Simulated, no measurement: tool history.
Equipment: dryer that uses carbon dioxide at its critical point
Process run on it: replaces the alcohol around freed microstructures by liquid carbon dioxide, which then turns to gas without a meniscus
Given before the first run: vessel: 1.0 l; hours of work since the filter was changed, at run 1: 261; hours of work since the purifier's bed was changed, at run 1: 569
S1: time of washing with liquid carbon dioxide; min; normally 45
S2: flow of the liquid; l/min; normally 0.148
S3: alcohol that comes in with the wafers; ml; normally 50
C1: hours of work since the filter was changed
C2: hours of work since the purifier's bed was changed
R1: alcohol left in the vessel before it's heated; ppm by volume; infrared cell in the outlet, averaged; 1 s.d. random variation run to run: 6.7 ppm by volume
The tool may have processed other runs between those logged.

| run | hour | S1 | S2 | S3 | C1 | C2 | R1 |
|---|---|---|---|---|---|---|---|
| 1 | 0 | 45 | 0.148 | 50 | 261 | 569 | 522 |
|  | 9.4 | purifier's bed changed |
| 2 | 41.5 | 45 | 0.148 | 50 | 289 | 24 | 492 |
| 3 | 86.5 | 45 | 0.148 | 50 | 322 | 57 | 534 |
| 4 | 129.7 | 45 | 0.148 | 50 | 355 | 89 | 576 |
| 5 | 179.3 | 45 | 0.148 | 50 | 391 | 126 | 622 |
| 6 | 212.5 | 45 | 0.148 | 50 | 416 | 151 | 637 |
|  | 246.1 | inlet filter changed |
| 7 | 261.9 | 70 | 0.148 | 50 | 12 | 187 | 33 |
| 8 | 288.5 | 45 | 0.148 | 110 | 31 | 206 | 711 |
| 9 | 320.2 | 45 | 0.148 | 50 | 55 | 230 | 349 |
| 10 | 361.9 | 45 | 0.148 | 50 | 86 | 261 | 363 |
| 11 | 387.6 | 45 | 0.148 | 50 | 105 | 280 | 379 |
| 12 | 435.7 | 45 | 0.148 | 50 | 141 | 316 | 401 |
| 13 | 460.7 | 41 | 0.148 | 50 | 159 | 334 | 625 |
| 14 | 499.3 | 41 | 0.221 | 50 | 188 | 363 | 107 |
| 15 | 530.5 | 41 | 0.221 | 50 | 211 | 386 | 115 |
| 16 | 577 | 41 | 0.221 | 50 | 246 | 421 | 131 |
| 17 | 602.5 | 41 | 0.221 | 50 | 265 | 440 | 126 |
| 18 | 624 | 45 | 0.148 | 50 | 281 | 456 | 532 |
| 19 | 645.3 | 45 | 0.148 | 50 | 296 | 471 | 537 |
| 20 | 684.3 | 45 | 0.148 | 50 | 325 | 500 | 567 |
| 21 | 709.3 | 45 | 0.148 | 50 | 344 | 519 | 592 |
| 22 | 760.8 | 45 | 0.148 | 50 | 382 | 557 | 644 |
|  | 786.6 | purifier's bed changed |
| 23 | 807.1 | 45 | 0.103 | 50 | 414 | 15 | 2368 |
|  | 843.5 | inlet filter changed |
| 24 | 847.4 | 45 | 0.103 | 50 | 3 | 44 | 1442 |
| 25 | 895.5 | 42 | 0.2 | 50 | 39 | 80 | 94 |
| 26 | 945.7 | 54 | 0.2 | 50 | 76 | 117 | 29 |
| 27 | 986.9 | 49 | 0.172 | 102 | 106 | 148 | 208 |
| 28 | 1031.5 | 63 | 0.148 | 50 | 140 | 181 | 74 |
| 29 | 1059.7 | 63 | 0.148 | 50 | 161 | 202 | 83 |
| 30 | 1103.7 | 28 | 0.173 | 50 | 193 | 235 | 1547 |
| 31 | 1131.8 | 31 | 0.18 | 50 | 214 | 256 | 954 |
| 32 | 1164.6 | 53 | 0.09 | 23 | 238 | 280 | 819 |
| 33 | 1212.9 | 52 | 0.09 | 91 | 274 | 316 | 3530 |
| 34 | 1263 | 45 | 0.148 | 71 | 312 | 353 | 754 |
| 35 | 1294.9 | 35 | 0.169 | 22 | 335 | 377 | 438 |
| 36 | 1318.6 | 35 | 0.249 | 22 | 353 | 394 | 108 |
| 37 | 1369.3 | 35 | 0.163 | 26 | 390 | 432 | 627 |
| 38 | 1394.7 | 44 | 0.165 | 50 | 409 | 451 | 442 |
|  | 1437.8 | inlet filter changed |
| 39 | 1446.8 | 44 | 0.165 | 50 | 7 | 489 | 237 |
| 40 | 1475.4 | 47 | 0.16 | 28 | 28 | 510 | 151 |
| 41 | 1515.7 | 38 | 0.16 | 28 | 58 | 540 | 334 |
|  | 1565.3 | purifier's bed changed |
| 42 | 1565.3 | 38 | 0.16 | 28 | 92 | 0 | 309 |
| 43 | 1600.3 | 34 | 0.112 | 50 | 118 | 26 | 3055 |
| 44 | 1634 | 63 | 0.226 | 27 | 143 | 51 | 17 |
| 45 | 1675.3 | 43 | 0.22 | 75 | 174 | 82 | 92 |
| 46 | 1715.2 | 45 | 0.148 | 95 | 204 | 111 | 815 |
| 47 | 1752.2 | 45 | 0.094 | 116 | 231 | 139 | 5864 |
| 48 | 1799.7 | 29 | 0.101 | 23 | 266 | 174 | 3024 |

Across each entry between runs, compare the hidden state at the last listed run before it with the hidden state at the first listed run after it:
After run 1, before run 2: purifier's bed changed (hour 9.4)
  flow that reaches the vessel past the clogged filter, %: 90.6 -> 89.7; alcohol in the recycled carbon dioxide, ppm: 59.4 -> 7.8
  measured less the result without the state, R1: +235 -> +201 ppm by volume
After run 6, before run 7: inlet filter changed (hour 246.1)
  flow that reaches the vessel past the clogged filter, %: 85.2 -> 99.4; alcohol in the recycled carbon dioxide, ppm: 19.6 -> 22.7
  measured less the result without the state, R1: +342 -> +18 ppm by volume
After run 22, before run 23: purifier's bed changed (hour 786.6)
  flow that reaches the vessel past the clogged filter, %: 86.9 -> 85.8; alcohol in the recycled carbon dioxide, ppm: 57.3 -> 7.1
  measured less the result without the state, R1: +341 -> +943 ppm by volume
After run 23, before run 24: inlet filter changed (hour 843.5)
  flow that reaches the vessel past the clogged filter, %: 85.8 -> 99.7; alcohol in the recycled carbon dioxide, ppm: 7.1 -> 9.8
  measured less the result without the state, R1: +943 -> +19 ppm by volume
After run 38, before run 39: inlet filter changed (hour 1437.8)
  flow that reaches the vessel past the clogged filter, %: 85.7 -> 99.2; alcohol in the recycled carbon dioxide, ppm: 48.1 -> 51.8
  measured less the result without the state, R1: +258 -> +55 ppm by volume
After run 41, before run 42: purifier's bed changed (hour 1565.3)
  flow that reaches the vessel past the clogged filter, %: 97.4 -> 96.3; alcohol in the recycled carbon dioxide, ppm: 56.7 -> 6.2
  measured less the result without the state, R1: +84 -> +49 ppm by volume

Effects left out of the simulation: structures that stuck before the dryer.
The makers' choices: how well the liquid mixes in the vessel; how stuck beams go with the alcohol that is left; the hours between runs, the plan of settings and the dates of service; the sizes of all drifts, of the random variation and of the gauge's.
